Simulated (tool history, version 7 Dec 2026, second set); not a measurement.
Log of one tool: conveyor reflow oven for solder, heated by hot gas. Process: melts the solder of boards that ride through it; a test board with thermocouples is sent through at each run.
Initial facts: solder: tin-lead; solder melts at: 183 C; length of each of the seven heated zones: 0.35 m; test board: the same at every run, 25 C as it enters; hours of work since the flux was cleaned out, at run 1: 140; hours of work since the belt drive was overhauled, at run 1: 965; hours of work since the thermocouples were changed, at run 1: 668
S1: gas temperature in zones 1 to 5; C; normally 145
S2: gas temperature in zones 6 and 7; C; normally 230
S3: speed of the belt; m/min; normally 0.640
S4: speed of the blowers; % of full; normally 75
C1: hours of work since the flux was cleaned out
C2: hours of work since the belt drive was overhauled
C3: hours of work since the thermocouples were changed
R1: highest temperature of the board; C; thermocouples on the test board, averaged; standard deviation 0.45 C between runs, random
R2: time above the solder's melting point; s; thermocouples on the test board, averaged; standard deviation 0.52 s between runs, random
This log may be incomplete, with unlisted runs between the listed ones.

run	hour	S1	S2	S3	S4	C1	C2	C3	R1	R2
1	0.0	145	230	0.640	75	140	965	668	212.9	48.1
2	16.2	133	230	0.640	75	149	973	676	209.8	42.6
3	50.6	133	230	0.640	75	166	990	693	209.3	43.0
4	73.7	133	230	0.640	75	177	1002	705	210.0	43.0
# hour 90.4: belt drive overhauled, speed set with a stopwatch
5	110.2	133	230	0.640	75	194	10	721	207.6	40.7
# hour 118.2: flux residue cleaned out of gas plates and filters
6	136.0	133	230	0.640	75	9	20	732	210.1	42.5
7	159.8	133	229	0.640	75	21	32	744	209.1	41.7
8	193.3	133	229	0.640	75	38	49	760	209.0	42.3
9	209.2	133	219	0.640	75	46	57	768	200.5	33.3
10	229.9	133	219	0.642	75	56	67	779	200.8	33.4
11	250.1	133	219	0.642	75	66	77	789	200.4	33.1
12	283.6	133	219	0.642	75	83	94	806	200.0	31.9
13	318.3	133	219	0.642	75	100	111	823	200.1	32.6
14	342.8	145	230	0.576	75	112	124	835	213.7	55.7
15	364.2	145	230	0.576	75	123	134	846	214.2	55.2
16	392.2	145	230	0.576	75	137	148	860	214.5	56.2
17	428.9	145	230	0.741	67	155	167	878	204.9	32.9
18	452.6	145	237	0.536	52	167	179	890	217.9	61.2
19	483.0	145	237	0.536	79	183	194	905	222.0	66.3
# hour 511.6: flux residue cleaned out of gas plates and filters
20	524.9	145	237	0.536	79	7	212	924	223.7	66.9
21	559.2	136	230	0.547	75	24	230	941	214.9	56.6
22	596.0	145	230	0.640	61	42	248	959	208.6	45.0
23	629.4	145	224	0.552	75	59	265	976	209.4	55.3
24	651.9	150	240	0.671	75	70	276	987	219.0	51.9
25	674.5	150	240	0.671	75	82	287	999	219.3	52.7
26	704.3	150	240	0.671	51	96	302	1013	212.8	46.9
27	739.9	150	240	0.671	51	114	320	1031	213.5	46.3
28	756.5	145	219	0.640	81	123	328	1040	202.7	39.5
29	772.2	148	230	0.721	75	130	336	1047	207.1	39.5
30	789.1	138	235	0.745	71	139	345	1056	207.8	34.9

5 options for the next run, each taken on its own from the tool as it stands now. Forecast them:
A	808.9	138	219	0.560	50	149	354	1066	?	?
B	808.9	145	230	0.537	85	149	354	1066	?	?
C	808.9	158	236	0.643	71	149	354	1066	?	?
D	808.9	145	236	0.640	75	149	354	1066	?	?
E	808.9	143	230	0.640	75	149	354	1066	?	?

run	R1	R2
A	198.9	35.7
B	216.4	61.8
C	216.7	57.0
D	215.2	50.4
E	209.8	45.9
Without the tool's unlogged condition, the same runs would have read:
run	R1	R2
A	203.2	41.5
B	221.1	64.7
C	221.3	59.4
D	220.0	53.2
E	214.6	49.4
